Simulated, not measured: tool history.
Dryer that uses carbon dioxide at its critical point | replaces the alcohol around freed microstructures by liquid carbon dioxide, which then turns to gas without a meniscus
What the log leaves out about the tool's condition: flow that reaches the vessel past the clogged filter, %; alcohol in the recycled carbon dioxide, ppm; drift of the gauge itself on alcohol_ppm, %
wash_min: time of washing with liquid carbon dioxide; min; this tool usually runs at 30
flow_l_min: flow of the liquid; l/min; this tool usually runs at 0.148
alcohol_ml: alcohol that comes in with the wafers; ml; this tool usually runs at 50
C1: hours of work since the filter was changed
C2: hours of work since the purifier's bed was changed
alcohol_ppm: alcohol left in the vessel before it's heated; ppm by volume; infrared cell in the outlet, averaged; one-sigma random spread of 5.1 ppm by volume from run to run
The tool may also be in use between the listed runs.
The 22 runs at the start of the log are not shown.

{"run": 23, "hour": 583.0, "wash_min": 30, "flow_l_min": 0.148, "alcohol_ml": 50, "C1": 271, "C2": 564, "alcohol_ppm": 275}
{"hour": 608.8, "done": "inlet filter changed"}
{"run": 24, "hour": 613.6, "wash_min": 24, "flow_l_min": 0.148, "alcohol_ml": 50, "C1": 2, "C2": 577, "alcohol_ppm": 305}
{"run": 25, "hour": 637.1, "wash_min": 24, "flow_l_min": 0.223, "alcohol_ml": 50, "C1": 12, "C2": 587, "alcohol_ppm": 111}
{"run": 26, "hour": 660.0, "wash_min": 35, "flow_l_min": 0.149, "alcohol_ml": 61, "C1": 22, "C2": 597, "alcohol_ppm": 111}
{"run": 27, "hour": 689.4, "wash_min": 35, "flow_l_min": 0.152, "alcohol_ml": 87, "C1": 35, "C2": 610, "alcohol_ppm": 118}
{"run": 28, "hour": 709.0, "wash_min": 41, "flow_l_min": 0.173, "alcohol_ml": 87, "C1": 43, "C2": 618, "alcohol_ppm": 93}
{"run": 29, "hour": 733.6, "wash_min": 21, "flow_l_min": 0.218, "alcohol_ml": 30, "C1": 54, "C2": 629, "alcohol_ppm": 141}
{"run": 30, "hour": 758.5, "wash_min": 21, "flow_l_min": 0.218, "alcohol_ml": 30, "C1": 65, "C2": 640, "alcohol_ppm": 137}
{"run": 31, "hour": 782.7, "wash_min": 21, "flow_l_min": 0.196, "alcohol_ml": 23, "C1": 75, "C2": 650, "alcohol_ppm": 170}
{"run": 32, "hour": 819.4, "wash_min": 21, "flow_l_min": 0.196, "alcohol_ml": 23, "C1": 91, "C2": 666, "alcohol_ppm": 170}
{"run": 33, "hour": 847.8, "wash_min": 30, "flow_l_min": 0.101, "alcohol_ml": 50, "C1": 104, "C2": 678, "alcohol_ppm": 777}
{"run": 34, "hour": 884.0, "wash_min": 22, "flow_l_min": 0.227, "alcohol_ml": 21, "C1": 119, "C2": 694, "alcohol_ppm": 131}
{"run": 35, "hour": 911.0, "wash_min": 30, "flow_l_min": 0.184, "alcohol_ml": 73, "C1": 131, "C2": 706, "alcohol_ppm": 132}
{"run": 36, "hour": 948.4, "wash_min": 43, "flow_l_min": 0.094, "alcohol_ml": 50, "C1": 147, "C2": 722, "alcohol_ppm": 264}
{"run": 37, "hour": 984.4, "wash_min": 43, "flow_l_min": 0.094, "alcohol_ml": 39, "C1": 163, "C2": 738, "alcohol_ppm": 237}
{"run": 38, "hour": 1003.9, "wash_min": 43, "flow_l_min": 0.094, "alcohol_ml": 39, "C1": 171, "C2": 746, "alcohol_ppm": 247}
{"run": 39, "hour": 1036.5, "wash_min": 22, "flow_l_min": 0.097, "alcohol_ml": 21, "C1": 185, "C2": 760, "alcohol_ppm": 1612}
{"run": 40, "hour": 1058.8, "wash_min": 19, "flow_l_min": 0.097, "alcohol_ml": 21, "C1": 195, "C2": 770, "alcohol_ppm": 2536}
{"run": 41, "hour": 1096.5, "wash_min": 19, "flow_l_min": 0.097, "alcohol_ml": 21, "C1": 211, "C2": 786, "alcohol_ppm": 2580}
{"run": 42, "hour": 1117.9, "wash_min": 19, "flow_l_min": 0.155, "alcohol_ml": 21, "C1": 221, "C2": 795, "alcohol_ppm": 649}
{"run": 43, "hour": 1135.0, "wash_min": 34, "flow_l_min": 0.202, "alcohol_ml": 50, "C1": 228, "C2": 803, "alcohol_ppm": 136}
{"run": 44, "hour": 1158.6, "wash_min": 19, "flow_l_min": 0.111, "alcohol_ml": 43, "C1": 238, "C2": 813, "alcohol_ppm": 3775}
{"run": 45, "hour": 1191.2, "wash_min": 33, "flow_l_min": 0.148, "alcohol_ml": 95, "C1": 252, "C2": 827, "alcohol_ppm": 291}
{"run": 46, "hour": 1208.8, "wash_min": 33, "flow_l_min": 0.148, "alcohol_ml": 95, "C1": 260, "C2": 835, "alcohol_ppm": 287}

Below are 4 alternative next runs, each starting from the tool's condition after run 46. Predict each:
{"run": "A", "hour": 1230.8, "wash_min": 33, "flow_l_min": 0.105, "alcohol_ml": 95, "C1": 270, "C2": 844, "alcohol_ppm": "?"}
{"run": "B", "hour": 1230.8, "wash_min": 33, "flow_l_min": 0.162, "alcohol_ml": 95, "C1": 270, "C2": 844, "alcohol_ppm": "?"}
{"run": "C", "hour": 1230.8, "wash_min": 30, "flow_l_min": 0.148, "alcohol_ml": 74, "C1": 270, "C2": 844, "alcohol_ppm": "?"}
{"run": "D", "hour": 1230.8, "wash_min": 33, "flow_l_min": 0.097, "alcohol_ml": 50, "C1": 270, "C2": 844, "alcohol_ppm": "?"}

run=A alcohol_ppm=1345
run=B alcohol_ppm=220
run=C alcohol_ppm=394
run=D alcohol_ppm=1004
Stripped of hidden state, with their random variation kept, the same runs would have yielded:
run=A alcohol_ppm=409
run=B alcohol_ppm=21
run=C alcohol_ppm=75
run=D alcohol_ppm=319
